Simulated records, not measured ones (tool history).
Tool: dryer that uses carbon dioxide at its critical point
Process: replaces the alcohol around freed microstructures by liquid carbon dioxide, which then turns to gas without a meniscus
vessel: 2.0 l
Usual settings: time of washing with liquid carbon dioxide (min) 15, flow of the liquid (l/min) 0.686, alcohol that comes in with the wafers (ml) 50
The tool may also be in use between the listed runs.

run	hour	time of washing with liquid carbon dioxide (min)	flow of the liquid (l/min)	alcohol that comes in with the wafers (ml)	alcohol left in the vessel before it's heated (ppm by volume)
1	0.0	15	0.686	50	320
2	13.0	15	0.686	50	303
3	29.7	21	0.686	50	67
4	43.7	15	0.686	50	326
5	53.1	15	0.686	50	325
6	65.6	15	0.686	50	320
7	73.6	15	0.686	50	329
8	86.5	15	0.686	50	327
9	98.4	15	0.686	50	340
10	116.6	15	1.021	50	60
11	130.4	15	0.686	50	328
12	141.3	19	0.686	50	110
13	152.6	19	0.686	50	119
14	164.7	19	0.686	50	108
15	182.6	18	0.686	50	153
16	195.7	18	0.686	50	153
17	206.3	22	0.959	62	21
18	224.0	22	0.959	62	20
19	233.3	15	0.959	43	63
20	250.8	14	0.686	105	970
21	268.0	15	0.686	31	236
22	282.4	21	0.800	27	24
23	298.7	21	0.833	67	37
24	313.5	15	0.686	43	319
25	321.4	15	0.686	47	354

Measured less the same run without the tool's hidden state. The same run-to-run variation is in both; the gauge's scatter may not be:
The hidden state here: flow that reaches the vessel past the clogged filter, %; alcohol in the recycled carbon dioxide, ppm; drift of the gauge itself on alcohol_ppm, %.
run	alcohol left in the vessel before it's heated (ppm by volume)
1	+28
2	+30
3	+12
4	+36
5	+38
6	+40
7	+42
8	+43
9	+47
10	+15
11	+52
12	+25
13	+26
14	+27
15	+35
16	+36
17	+9
18	+9
19	+21
20	+186
21	+54
22	+12
23	+17
24	+78
25	+86

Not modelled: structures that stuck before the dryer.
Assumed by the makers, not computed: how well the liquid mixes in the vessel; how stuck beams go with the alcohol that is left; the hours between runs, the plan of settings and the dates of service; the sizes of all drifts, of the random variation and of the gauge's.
